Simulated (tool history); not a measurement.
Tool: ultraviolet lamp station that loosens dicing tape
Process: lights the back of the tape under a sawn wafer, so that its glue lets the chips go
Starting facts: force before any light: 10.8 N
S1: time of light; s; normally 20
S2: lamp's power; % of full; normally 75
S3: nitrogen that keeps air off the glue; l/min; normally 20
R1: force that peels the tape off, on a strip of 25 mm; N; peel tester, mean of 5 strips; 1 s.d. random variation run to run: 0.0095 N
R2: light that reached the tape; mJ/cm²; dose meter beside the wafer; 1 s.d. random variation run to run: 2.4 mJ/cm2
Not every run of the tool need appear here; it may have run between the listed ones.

run	hour	S1	S2	S3	R1	R2
1	0	20	75	20	0.416	263
2	51.9	20	75	20	0.428	263
3	75.1	20	75	23	0.404	259
4	101.7	20	75	23	0.43	252
5	147.8	20	75	23	0.415	252
6	182.3	20	75	23	0.425	246
7	217.5	20	75	23	0.444	244
8	239.8	20	75	23	0.45	242
9	262.7	20	75	20	0.523	241
# hour 266.1: window cleaned of glue's vapour
10	310.1	37	75	20	0.264	420
11	361.1	20	75	20	0.582	221
# hour 396.2: window cleaned of glue's vapour, once more
12	407.1	20	75	20	0.51	238
13	456.5	20	75	20	0.524	236
14	485.7	20	68	20	0.665	205
15	512.8	20	75	20	0.554	225
16	544.8	20	77	20	0.542	230
17	583.5	20	75	11	1.024	217
18	608	37	98	20	0.251	512
19	654	37	98	20	0.24	507
20	706.5	33	68	9	0.617	307
21	732.6	24	83	39	0.286	273
22	756.7	15	73	39	0.827	146
23	795.8	24	64	8	1.595	203
24	836.5	39	68	24	0.281	338
25	871	38	96	21	0.243	460
26	901.8	11	96	28	1.337	131
27	952.2	11	64	28	2.583	87
28	996.4	40	96	29	0.242	455
29	1045.7	11	74	36	1.906	90
30	1074.2	20	67	36	0.859	149
# hour 1095: window cleaned of glue's vapour
31	1109.7	19	75	25	0.802	171
32	1158.1	19	75	25	0.876	166
33	1190.7	17	75	25	1.148	150
34	1234.9	17	75	25	1.176	144

Below, some changes in R1 between adjacent runs. For each, the amount present without the hidden state too (settings, incoming material, random variation) and the amount remaining for the hidden state with gauge scatter not shared by both compared results:
What the log doesn't record here: lamp's light, % of a new lamp's; light that the window lets through, % of a clean one's; drift of the gauge itself on peel_n, %; drift of the gauge itself on dose_mj_cm2, %.
Run 23 -> 24: S1 24 -> 39, S2 64 -> 68, S3 8 -> 24. R1 -1.314 N: hidden state -0.698, all else -0.616.
Run 25 -> 26: S1 38 -> 11, S3 21 -> 28. R1 +1.094 N: hidden state +0.701, all else +0.393.
Run 27 -> 28: S1 11 -> 40, S2 64 -> 96, S3 28 -> 29. R1 -2.341 N: hidden state -1.221, all else -1.12.
Run 28 -> 29: S1 40 -> 11, S2 96 -> 74, S3 29 -> 36. R1 +1.664 N: hidden state +1.078, all else +0.586.

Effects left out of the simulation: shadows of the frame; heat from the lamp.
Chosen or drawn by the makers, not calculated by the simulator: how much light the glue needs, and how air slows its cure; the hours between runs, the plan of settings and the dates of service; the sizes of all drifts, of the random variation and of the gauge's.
